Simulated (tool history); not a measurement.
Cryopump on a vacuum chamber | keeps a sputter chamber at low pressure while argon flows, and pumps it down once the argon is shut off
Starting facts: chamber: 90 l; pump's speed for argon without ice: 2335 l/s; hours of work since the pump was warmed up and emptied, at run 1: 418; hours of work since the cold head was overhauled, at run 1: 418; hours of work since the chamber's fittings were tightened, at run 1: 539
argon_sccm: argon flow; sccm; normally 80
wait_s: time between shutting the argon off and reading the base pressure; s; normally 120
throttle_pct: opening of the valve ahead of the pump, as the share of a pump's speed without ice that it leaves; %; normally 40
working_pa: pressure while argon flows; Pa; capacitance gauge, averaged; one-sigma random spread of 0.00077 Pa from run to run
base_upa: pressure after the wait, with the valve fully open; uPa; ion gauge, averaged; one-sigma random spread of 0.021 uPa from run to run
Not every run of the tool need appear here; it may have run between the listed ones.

run	hour	argon_sccm	wait_s	throttle_pct	hours of work since the pump was warmed up and emptied	hours of work since the cold head was overhauled	hours of work since the chamber's fittings were tightened	working_pa	base_upa
1	0.0	80	120	40	418	418	539	0.1587	0.74
2	15.8	80	120	40	426	426	547	0.1592	0.75
3	41.0	80	120	40	439	439	560	0.1605	0.79
4	57.4	71	120	40	447	447	568	0.1419	0.76
5	79.8	80	120	40	459	459	580	0.1587	0.78
6	96.2	80	120	40	467	467	588	0.1618	0.78
7	117.2	80	120	40	478	478	599	0.1615	0.79
8	134.2	80	120	40	487	487	608	0.1625	0.82
9	155.7	80	120	40	498	498	619	0.1623	0.79
10	178.0	80	120	40	509	509	630	0.1631	0.82
11	199.3	80	120	40	520	520	641	0.1629	0.83
12	215.8	80	120	40	529	529	649	0.1645	0.85
13	231.9	80	120	40	537	537	658	0.1655	0.85
14	261.4	80	120	40	552	552	673	0.1653	0.88
# hour 276.5: pump warmed up, emptied and cooled again
15	280.6	80	120	40	2	559	680	0.1459	0.69
16	303.2	80	120	40	14	571	692	0.1456	0.69
17	325.2	96	120	40	25	582	703	0.1749	0.68
18	341.3	158	120	40	33	590	711	0.2887	0.76
19	356.8	52	30	19	41	598	719	0.1981	1.40
20	390.8	73	125	43	59	616	737	0.1237	0.70
21	417.9	44	96	38	73	630	751	0.0859	0.84
22	439.4	157	254	40	84	641	762	0.2881	0.66
23	454.4	80	120	48	91	648	769	0.1238	0.77
24	484.2	57	44	40	107	664	785	0.1055	1.17
25	503.0	80	239	40	116	673	794	0.1500	0.69
26	530.5	80	239	40	130	687	808	0.1498	0.73
27	550.9	80	239	40	141	698	819	0.1500	0.70
28	570.7	80	120	22	151	708	829	0.2679	0.83
29	593.1	80	120	53	162	719	840	0.1137	0.82
30	618.8	80	218	57	176	733	854	0.1084	0.74
31	638.8	82	120	40	186	743	864	0.1552	0.82
32	669.1	99	267	23	201	758	879	0.3208	0.73
33	702.3	99	267	23	218	775	896	0.3232	0.75
34	735.3	99	267	23	235	792	913	0.3211	0.78

Hidden state or all else? Some run-to-run changes of working_pa, split into what the settings, what came in and random variation would give without the hidden state, and what is left for the hidden state (with any gauge scatter that isn't in both results):
Hidden state at play: pump's speed, % of a pump's without ice; cold plate's temperature, K; leak into the chamber, uPa l/s; drift of the gauge itself on working_pa, %; drift of the gauge itself on base_upa, %.
Run 14 -> 15: pump warmed up, emptied and cooled again. working_pa -0.0194 Pa: hidden state -0.0202, all else +0.0008.
Run 21 -> 22: argon_sccm 44 -> 157, wait_s 96 -> 254, throttle_pct 38 -> 40. working_pa +0.2022 Pa: hidden state +0.0049, all else +0.1973.
Run 22 -> 23: argon_sccm 157 -> 80, wait_s 254 -> 120, throttle_pct 40 -> 48. working_pa -0.1643 Pa: hidden state -0.0029, all else -0.1614.
Run 31 -> 32: argon_sccm 82 -> 99, wait_s 120 -> 267, throttle_pct 40 -> 23. working_pa +0.1656 Pa: hidden state +0.0022, all else +0.1634.
